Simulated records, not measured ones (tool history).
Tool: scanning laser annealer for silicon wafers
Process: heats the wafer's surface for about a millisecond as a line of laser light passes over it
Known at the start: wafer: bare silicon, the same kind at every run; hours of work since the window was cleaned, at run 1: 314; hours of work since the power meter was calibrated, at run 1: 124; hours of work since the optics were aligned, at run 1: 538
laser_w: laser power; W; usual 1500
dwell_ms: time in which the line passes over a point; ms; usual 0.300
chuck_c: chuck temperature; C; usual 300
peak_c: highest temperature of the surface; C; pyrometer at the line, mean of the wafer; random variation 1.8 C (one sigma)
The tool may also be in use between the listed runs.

run	hour	laser_w	dwell_ms	chuck_c	hours of work since the window was cleaned	hours of work since the power meter was calibrated	hours of work since the optics were aligned	peak_c
1	0.0	1500	0.300	300	314	124	538	987
2	6.7	1500	0.300	300	318	127	542	985
3	15.9	1500	0.300	300	323	133	547	983
4	26.5	1500	0.300	300	329	139	553	985
5	36.9	1500	0.300	300	335	144	559	984
6	47.6	1500	0.315	300	341	150	565	998
7	59.1	1500	0.315	300	347	157	572	998
8	65.4	1500	0.315	300	351	160	575	999
9	75.3	1500	0.300	300	356	166	581	984
10	82.5	1500	0.300	300	360	170	585	983
11	89.2	1500	0.300	300	364	174	589	983
12	94.7	1500	0.300	300	367	177	592	983
13	99.6	1500	0.300	300	370	180	594	980
14	108.9	1500	0.300	300	375	185	600	980
15	118.0	1500	0.300	300	380	190	605	983
16	129.2	1504	0.300	300	387	196	611	979
17	139.1	1504	0.300	300	392	202	617	980
18	145.0	1500	0.300	313	396	205	620	995
19	150.9	1500	0.300	313	399	209	623	989
20	161.8	1500	0.300	300	405	215	629	978
21	171.3	1500	0.300	300	410	220	635	978
22	177.0	1500	0.300	300	414	223	638	977
23	182.6	1575	0.217	300	417	226	641	909
24	189.4	1593	0.217	332	421	230	645	950
25	196.3	1593	0.221	325	425	234	649	946
26	204.8	1593	0.221	325	429	239	654	946
27	211.7	1401	0.249	309	433	243	658	891
28	222.6	1329	0.300	301	439	249	664	901
29	229.9	1329	0.300	301	443	253	668	900
30	240.7	1318	0.370	266	450	259	674	922
31	250.8	1318	0.370	266	455	265	680	922
32	260.7	1601	0.228	300	461	270	685	933
33	271.4	1599	0.251	328	467	276	691	984
34	277.3	1599	0.251	328	470	280	695	987
35	287.3	1599	0.310	293	476	285	700	1021
36	293.3	1360	0.277	298	479	289	704	882
37	301.6	1367	0.300	279	484	293	708	895
38	307.5	1367	0.300	279	487	297	712	891
39	317.7	1441	0.256	321	493	303	717	920
40	322.6	1574	0.266	303	496	305	720	965

Forecast run 41:
41	333.1	1574	0.266	303	502	311	726	?

Run 41 gave peak_c 967 C.
Without the tool's hidden state the same run would have given peak_c 1008 C.
